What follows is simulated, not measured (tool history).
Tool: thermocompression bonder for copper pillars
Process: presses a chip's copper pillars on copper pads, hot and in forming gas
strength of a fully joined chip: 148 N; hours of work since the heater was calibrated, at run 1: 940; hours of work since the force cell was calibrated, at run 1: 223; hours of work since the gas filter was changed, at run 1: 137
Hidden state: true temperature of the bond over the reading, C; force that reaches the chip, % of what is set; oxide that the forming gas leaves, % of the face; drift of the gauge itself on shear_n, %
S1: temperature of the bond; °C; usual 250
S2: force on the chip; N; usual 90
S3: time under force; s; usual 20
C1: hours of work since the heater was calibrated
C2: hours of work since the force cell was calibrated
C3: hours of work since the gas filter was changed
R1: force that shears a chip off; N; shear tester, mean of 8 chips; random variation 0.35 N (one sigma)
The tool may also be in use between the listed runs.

run 1 hour=0 | S1=250 S2=90 S3=20 | C1=940 C2=223 C3=137 | R1=94
-- hour=25.9 forming gas filter changed
run 2 hour=47.1 | S1=250 S2=84 S3=20 | C1=974 C2=258 C3=16 | R1=90.3
run 3 hour=77.8 | S1=250 S2=84 S3=20 | C1=996 C2=280 C3=38 | R1=90.1
run 4 hour=107.8 | S1=250 S2=84 S3=20 | C1=1018 C2=302 C3=60 | R1=89.9
run 5 hour=133.6 | S1=250 S2=84 S3=20 | C1=1037 C2=321 C3=79 | R1=90.6
run 6 hour=169.7 | S1=258 S2=84 S3=20 | C1=1064 C2=348 C3=105 | R1=100
-- hour=192.4 heater calibrated with a thermocouple chip
run 7 hour=205.5 | S1=255 S2=90 S3=20 | C1=10 C2=372 C3=130 | R1=99.6
-- hour=241.6 forming gas filter changed
run 8 hour=249.9 | S1=255 S2=90 S3=20 | C1=42 C2=405 C3=6 | R1=100.1
run 9 hour=289.1 | S1=273 S2=105 S3=27 | C1=71 C2=433 C3=35 | R1=132.4
run 10 hour=319.4 | S1=271 S2=90 S3=58 | C1=93 C2=456 C3=57 | R1=137.2
run 11 hour=354.4 | S1=255 S2=60 S3=56 | C1=118 C2=481 C3=83 | R1=105.7

Forecast each of these 3 alternatives for the next run:
run A hour=386.2 | S1=250 S2=67 S3=54 | C1=142 C2=505 C3=106 | R1=?
run B hour=386.2 | S1=246 S2=87 S3=55 | C1=142 C2=505 C3=106 | R1=?
run C hour=386.2 | S1=255 S2=94 S3=56 | C1=142 C2=505 C3=106 | R1=?

run=A R1=105.1
run=B R1=114
run=C R1=127
Without the tool's hidden state the same runs would have given:
run=A R1=105.2
run=B R1=114.2
run=C R1=127.2

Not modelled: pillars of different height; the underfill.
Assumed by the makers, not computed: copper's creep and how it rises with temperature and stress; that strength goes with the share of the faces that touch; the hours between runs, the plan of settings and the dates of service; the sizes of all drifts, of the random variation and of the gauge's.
